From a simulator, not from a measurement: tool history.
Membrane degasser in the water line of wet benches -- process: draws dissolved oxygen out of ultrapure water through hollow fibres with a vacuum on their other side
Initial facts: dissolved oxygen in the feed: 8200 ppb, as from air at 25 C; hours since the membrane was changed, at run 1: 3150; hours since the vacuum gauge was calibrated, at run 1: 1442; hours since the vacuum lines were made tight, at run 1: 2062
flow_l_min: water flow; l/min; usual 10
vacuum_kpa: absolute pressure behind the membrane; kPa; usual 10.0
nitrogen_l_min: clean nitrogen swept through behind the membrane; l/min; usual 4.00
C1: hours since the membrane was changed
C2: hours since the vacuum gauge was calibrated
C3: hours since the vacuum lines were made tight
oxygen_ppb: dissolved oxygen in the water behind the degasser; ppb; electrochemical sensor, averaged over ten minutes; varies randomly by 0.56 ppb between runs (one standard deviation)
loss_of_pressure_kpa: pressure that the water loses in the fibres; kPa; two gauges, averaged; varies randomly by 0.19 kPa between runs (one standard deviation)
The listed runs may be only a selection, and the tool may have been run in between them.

Run 1, hour 0.0: usual settings; C1 3150; C2 1442; C3 2062. Result: oxygen_ppb 46.9 ppb, loss_of_pressure_kpa 37.58 kPa.
Run 2, hour 173.1: usual settings but vacuum_kpa 7.4 kPa; C1 3323; C2 1615; C3 2235. Result: oxygen_ppb 30.4 ppb, loss_of_pressure_kpa 37.90 kPa.
Run 3, hour 328.2: usual settings; C1 3478; C2 1770; C3 2390. Result: oxygen_ppb 46.2 ppb, loss_of_pressure_kpa 37.73 kPa.
Run 4, hour 479.8: usual settings but vacuum_kpa 20.5 kPa; C1 3630; C2 1922; C3 2541. Result: oxygen_ppb 111.5 ppb, loss_of_pressure_kpa 37.81 kPa.
Run 5, hour 673.3: usual settings but vacuum_kpa 20.5 kPa; C1 3823; C2 2115; C3 2735. Result: oxygen_ppb 110.0 ppb, loss_of_pressure_kpa 37.82 kPa.
Run 6, hour 842.7: usual settings but vacuum_kpa 20.5 kPa; C1 3993; C2 2285; C3 2904. Result: oxygen_ppb 110.0 ppb, loss_of_pressure_kpa 37.69 kPa.
Run 7, hour 990.7: usual settings; C1 4141; C2 2433; C3 3052. Result: oxygen_ppb 46.7 ppb, loss_of_pressure_kpa 37.75 kPa.
Run 8, hour 1105.2: usual settings; C1 4255; C2 2547; C3 3167. Result: oxygen_ppb 46.6 ppb, loss_of_pressure_kpa 37.69 kPa.
Run 9, hour 1267.0: usual settings; C1 4417; C2 2709; C3 3329. Result: oxygen_ppb 47.6 ppb, loss_of_pressure_kpa 37.18 kPa.
Run 10, hour 1467.8: usual settings; C1 4618; C2 2910; C3 3529. Result: oxygen_ppb 46.9 ppb, loss_of_pressure_kpa 37.82 kPa.
Run 11, hour 1623.9: usual settings; C1 4774; C2 3066; C3 3685. Result: oxygen_ppb 47.2 ppb, loss_of_pressure_kpa 37.70 kPa.
Run 12, hour 1746.2: usual settings but vacuum_kpa 7.4 kPa, nitrogen_l_min 8.19 l/min; C1 4896; C2 3188; C3 3808. Result: oxygen_ppb 17.8 ppb, loss_of_pressure_kpa 37.73 kPa.
Run 13, hour 1971.3: usual settings but vacuum_kpa 7.4 kPa, nitrogen_l_min 8.19 l/min; C1 5121; C2 3413; C3 4033. Result: oxygen_ppb 18.1 ppb, loss_of_pressure_kpa 37.62 kPa.
Run 14, hour 2158.7: usual settings but flow_l_min 14 l/min, vacuum_kpa 19.4 kPa, nitrogen_l_min 8.19 l/min; C1 5309; C2 3601; C3 4220. Result: oxygen_ppb 79.0 ppb, loss_of_pressure_kpa 52.02 kPa.
Run 15, hour 2312.9: usual settings but flow_l_min 14 l/min, vacuum_kpa 19.4 kPa, nitrogen_l_min 3.07 l/min; C1 5463; C2 3755; C3 4374. Result: oxygen_ppb 187.9 ppb, loss_of_pressure_kpa 52.10 kPa.
Run 16, hour 2485.6: usual settings but flow_l_min 14 l/min, vacuum_kpa 19.4 kPa, nitrogen_l_min 3.07 l/min; C1 5636; C2 3928; C3 4547. Result: oxygen_ppb 190.5 ppb, loss_of_pressure_kpa 52.23 kPa.
Run 17, hour 2591.1: usual settings but vacuum_kpa 10.4 kPa, nitrogen_l_min 2.08 l/min; C1 5741; C2 4033; C3 4653. Result: oxygen_ppb 88.0 ppb, loss_of_pressure_kpa 37.11 kPa.
Run 18, hour 2744.1: usual settings but vacuum_kpa 10.4 kPa, nitrogen_l_min 2.08 l/min; C1 5894; C2 4186; C3 4806. Result: oxygen_ppb 88.6 ppb, loss_of_pressure_kpa 37.29 kPa.
Run 19, hour 2927.1: usual settings but vacuum_kpa 10.4 kPa, nitrogen_l_min 2.08 l/min; C1 6077; C2 4369; C3 4989. Result: oxygen_ppb 90.1 ppb, loss_of_pressure_kpa 36.47 kPa.
Run 20, hour 3082.1: usual settings but flow_l_min 14 l/min, vacuum_kpa 19.8 kPa, nitrogen_l_min 10.18 l/min; C1 6232; C2 4524; C3 5144. Result: oxygen_ppb 67.6 ppb, loss_of_pressure_kpa 51.89 kPa.
Run 21, hour 3268.3: usual settings but flow_l_min 14 l/min, vacuum_kpa 19.8 kPa, nitrogen_l_min 10.18 l/min; C1 6418; C2 4710; C3 5330. Result: oxygen_ppb 66.4 ppb, loss_of_pressure_kpa 51.69 kPa.

How would selected steps in loss_of_pressure_kpa from run to run divide? Give the signed amount a tool lacking its hidden state would still show from settings, what came in and random variation, and the signed amount left for the hidden state, including any gauge scatter that is not in both of the compared results.
The hidden state here: membrane still open, %; true pressure behind the membrane over the reading, kPa; air that leaks in behind the membrane, l/min; drift of the gauge itself on oxygen_ppb, %; drift of the gauge itself on loss_of_pressure_kpa, %.
Run 13 -> 14: flow_l_min 10 -> 14, vacuum_kpa 7.4 -> 19.4. loss_of_pressure_kpa +14.40 kPa: hidden state -0.29, all else +14.69.
Run 16 -> 17: flow_l_min 14 -> 10, vacuum_kpa 19.4 -> 10.4, nitrogen_l_min 3.07 -> 2.08. loss_of_pressure_kpa -15.12 kPa: hidden state +0.24, all else -15.36.
Run 19 -> 20: flow_l_min 10 -> 14, vacuum_kpa 10.4 -> 19.8, nitrogen_l_min 2.08 -> 10.18. loss_of_pressure_kpa +15.42 kPa: hidden state -0.39, all else +15.81.
